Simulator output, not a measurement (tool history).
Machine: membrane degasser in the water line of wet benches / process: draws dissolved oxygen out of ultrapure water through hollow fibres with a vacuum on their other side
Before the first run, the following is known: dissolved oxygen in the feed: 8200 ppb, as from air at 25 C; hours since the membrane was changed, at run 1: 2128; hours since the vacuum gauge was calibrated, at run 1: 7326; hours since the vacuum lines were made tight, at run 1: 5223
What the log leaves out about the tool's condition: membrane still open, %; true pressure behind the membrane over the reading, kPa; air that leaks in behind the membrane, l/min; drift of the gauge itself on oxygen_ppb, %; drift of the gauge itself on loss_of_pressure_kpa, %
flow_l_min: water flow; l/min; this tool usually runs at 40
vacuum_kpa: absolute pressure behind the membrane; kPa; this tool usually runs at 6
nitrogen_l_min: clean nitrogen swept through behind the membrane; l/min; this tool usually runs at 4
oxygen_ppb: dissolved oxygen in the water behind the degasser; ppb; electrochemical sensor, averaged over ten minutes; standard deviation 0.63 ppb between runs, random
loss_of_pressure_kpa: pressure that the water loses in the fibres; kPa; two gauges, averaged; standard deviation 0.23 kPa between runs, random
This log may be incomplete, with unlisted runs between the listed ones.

| run | day | flow_l_min | vacuum_kpa | nitrogen_l_min | hours since the membrane was changed | hours since the vacuum gauge was calibrated | hours since the vacuum lines were made tight | oxygen_ppb | loss_of_pressure_kpa |
|---|---|---|---|---|---|---|---|---|---|
| 1 | 0 | 40 | 6 | 4 | 2128 | 7326 | 5223 | 75.5 | 57.69 |
| 2 | 3.85 | 40 | 6 | 4 | 2221 | 7418 | 5315 | 75.1 | 57.75 |
| 3 | 6.4 | 40 | 6 | 4 | 2282 | 7479 | 5376 | 76.3 | 57.01 |
|  | 6.912 | seals of the vacuum lines changed |
| 4 | 9.542 | 40 | 6 | 4 | 2355 | 7553 | 63 | 75.1 | 57.68 |
| 5 | 11.479 | 40 | 6 | 4 | 2402 | 7599 | 110 | 76 | 57.34 |
| 6 | 13.429 | 40 | 6 | 4 | 2449 | 7646 | 156 | 76 | 57.68 |
| 7 | 16.033 | 40 | 6 | 4 | 2511 | 7709 | 219 | 75.8 | 57.45 |
| 8 | 18.104 | 40 | 6 | 4 | 2561 | 7758 | 269 | 76.3 | 57.28 |
| 9 | 21.096 | 40 | 6 | 7.39 | 2633 | 7830 | 340 | 45.7 | 57.65 |
| 10 | 25.2 | 40 | 6 | 7.39 | 2731 | 7928 | 439 | 45 | 58.2 |
| 11 | 28.654 | 40 | 6 | 7.39 | 2814 | 8011 | 522 | 45.2 | 57.55 |
| 12 | 32.171 | 40 | 6 | 4 | 2898 | 8096 | 606 | 75.7 | 57.64 |
| 13 | 34.6 | 40 | 6 | 4 | 2957 | 8154 | 665 | 76 | 57.51 |
| 14 | 37.642 | 40 | 6 | 1.65 | 3030 | 8227 | 738 | 160.4 | 57.7 |
| 15 | 39.608 | 40 | 6 | 1.65 | 3077 | 8274 | 785 | 163 | 57.8 |
| 16 | 41.371 | 40 | 6 | 1.65 | 3119 | 8317 | 827 | 159.4 | 57.51 |
| 17 | 43.275 | 40 | 6 | 4 | 3165 | 8362 | 873 | 76.2 | 57.55 |
| 18 | 46.121 | 40 | 10.56 | 1.82 | 3233 | 8431 | 941 | 356.1 | 57.84 |
| 19 | 49.075 | 40 | 10.56 | 1.82 | 3304 | 8501 | 1012 | 359.6 | 57.84 |
| 20 | 52.562 | 29 | 8.09 | 3.55 | 3388 | 8585 | 1096 | 100.5 | 42.19 |
| 21 | 54.862 | 40 | 6.02 | 1.83 | 3443 | 8640 | 1151 | 150.1 | 57.74 |
| 22 | 57.638 | 40 | 6.02 | 1.83 | 3510 | 8707 | 1217 | 149.5 | 57.71 |
|  | 59.038 | vacuum gauge calibrated |
| 23 | 61.15 | 46 | 5.52 | 2.71 | 3593 | 51 | 1301 | 99.3 | 66.47 |
| 24 | 63.308 | 34 | 6.07 | 9.16 | 3645 | 102 | 1353 | 29.4 | 49.15 |
| 25 | 65.838 | 53 | 8.11 | 4 | 3706 | 163 | 1414 | 167 | 76.55 |
| 26 | 68.325 | 59 | 8.76 | 11.95 | 3766 | 223 | 1473 | 93.9 | 84.83 |
| 27 | 71.912 | 28 | 6 | 2.31 | 3852 | 309 | 1560 | 80.2 | 40.76 |
| 28 | 75.758 | 40 | 5.62 | 1.99 | 3944 | 401 | 1652 | 113.6 | 58.17 |
| 29 | 78.054 | 40 | 3.97 | 4 | 3999 | 456 | 1707 | 25.1 | 58.21 |
| 30 | 79.783 | 40 | 4.71 | 7.83 | 4041 | 498 | 1748 | 25 | 57.66 |
| 31 | 81.65 | 24 | 5.82 | 2.22 | 4085 | 543 | 1793 | 67 | 35 |
| 32 | 84.683 | 24 | 5.82 | 2.22 | 4158 | 616 | 1866 | 66.4 | 35.01 |
| 33 | 86.704 | 59 | 6 | 4 | 4207 | 664 | 1914 | 121.9 | 85.32 |

Below, some changes in oxygen_ppb between adjacent runs. For each, the amount present without the hidden state too (settings, incoming material, random variation) and the amount remaining for the hidden state with gauge scatter not shared by both compared results:
Run 17 -> 18: vacuum_kpa 6 -> 10.56, nitrogen_l_min 4 -> 1.82. oxygen_ppb +279.9 ppb: hidden state +4.4, all else +275.5.
Run 19 -> 20: flow_l_min 40 -> 29, vacuum_kpa 10.56 -> 8.09, nitrogen_l_min 1.82 -> 3.55. oxygen_ppb -259.1 ppb: hidden state -5.6, all else -253.5.
Run 20 -> 21: flow_l_min 29 -> 40, vacuum_kpa 8.09 -> 6.02, nitrogen_l_min 3.55 -> 1.83. oxygen_ppb +49.6 ppb: hidden state +5.8, all else +43.8.
Run 22 -> 23: flow_l_min 40 -> 46, vacuum_kpa 6.02 -> 5.52, nitrogen_l_min 1.83 -> 2.71, vacuum gauge calibrated. oxygen_ppb -50.2 ppb: hidden state -8.9, all else -41.3.
Run 24 -> 25: flow_l_min 34 -> 53, vacuum_kpa 6.07 -> 8.11, nitrogen_l_min 9.16 -> 4. oxygen_ppb +137.6 ppb: hidden state +1.8, all else +135.8.
